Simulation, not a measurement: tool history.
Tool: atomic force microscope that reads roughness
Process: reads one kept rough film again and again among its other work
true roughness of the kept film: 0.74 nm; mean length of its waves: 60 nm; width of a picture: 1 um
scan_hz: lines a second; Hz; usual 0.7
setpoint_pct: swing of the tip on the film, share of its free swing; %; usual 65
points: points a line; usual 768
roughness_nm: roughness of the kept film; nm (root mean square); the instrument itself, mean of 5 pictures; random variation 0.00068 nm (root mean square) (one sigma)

run	hour	scan_hz	setpoint_pct	points	roughness_nm
1	0	0.7	65	768	0.7256
2	22.3	0.7	65	768	0.7238
3	54.8	0.7	65	768	0.7212
# hour 105.1: new tip fitted
4	109.6	0.7	65	768	0.7271
5	151.9	0.7	65	768	0.7219
6	194.6	0.7	65	768	0.7208
# hour 210: new tip fitted
7	247.6	0.7	65	768	0.7233
8	291.3	2.047	65	768	0.6949
# hour 316.6: new tip fitted
9	338	0.7	65	768	0.7263
10	383.8	0.7	65	686	0.7235
# hour 419.6: new tip fitted
11	431.3	0.7	65	686	0.727
# hour 448.6: height scale calibrated on a step standard
12	481.1	0.7	65	768	0.727
13	503.8	0.7	65	768	0.7273
# hour 524.5: new tip fitted
# hour 540.2: height scale calibrated on a step standard, once more
14	540.3	0.7	66	768	0.7188
15	582.5	1.029	65	768	0.7108
16	611.3	0.7	65	768	0.7151
# hour 628.6: new tip fitted
17	640.3	0.836	65	768	0.7176
18	664.5	0.836	65	768	0.718
19	699.3	0.836	65	768	0.7147
20	723.1	0.836	65	768	0.7136
# hour 732.1: new tip fitted
21	777.1	0.836	65	768	0.717
22	805.8	0.7	65	768	0.7164
23	832.6	0.7	65	768	0.7158
# hour 836.1: new tip fitted
24	887.5	0.7	65	768	0.7198
25	936	0.7	65	787	0.7154
# hour 940.9: new tip fitted
26	975.5	0.7	65	787	0.7205
27	1020	0.7	85	787	0.6922
# hour 1045.2: new tip fitted
28	1052.3	3.836	73	768	0.6288
29	1077.4	0.876	65	768	0.7174
30	1107.4	0.519	65	625	0.7232
31	1136.6	0.519	65	625	0.7216
# hour 1148: new tip fitted
32	1191.3	0.588	55	307	0.7279
33	1228.5	1.143	58	329	0.7181
# hour 1253.3: new tip fitted
34	1280.7	3.329	69	331	0.6577
35	1320.6	1.423	62	349	0.7109
# hour 1358.6: new tip fitted
36	1359	1.423	62	349	0.7159
37	1413	1.423	62	349	0.7118
# hour 1463.7: new tip fitted
38	1464.1	1.251	65	768	0.7153
39	1510.2	0.7	78	768	0.7072
40	1544.9	0.7	78	768	0.7052
# hour 1567.6: new tip fitted
41	1590.3	1.046	65	528	0.7182
42	1634	0.72	89	762	0.6873
43	1661.9	0.698	65	798	0.7208
# hour 1671.8: new tip fitted
44	1699.8	1.457	58	364	0.7216
45	1746.7	0.7	68	309	0.7172
# hour 1779: new tip fitted
46	1796.8	0.727	75	375	0.7142
47	1849.7	0.7	70	768	0.718
# hour 1863.4: height scale calibrated on a step standard
48	1874.6	2.702	63	768	0.6816
# hour 1883.6: new tip fitted
49	1929.8	2.021	80	937	0.6478
50	1971	2.021	80	937	0.6449
# hour 1990: new tip fitted
51	2015.7	3.829	80	768	0.588

3 ways to go on from here, each from the tool as it stands after run 51. What would each give?
A	2069.4	1.696	72	768	?
B	2069.4	1.27	79	261	?
C	2069.4	0.739	80	768	?

run	roughness_nm
A	0.6821
B	0.6752
C	0.6968
Without the tool's hidden state the same runs would have given:
run	roughness_nm
A	0.6867
B	0.6797
C	0.7015
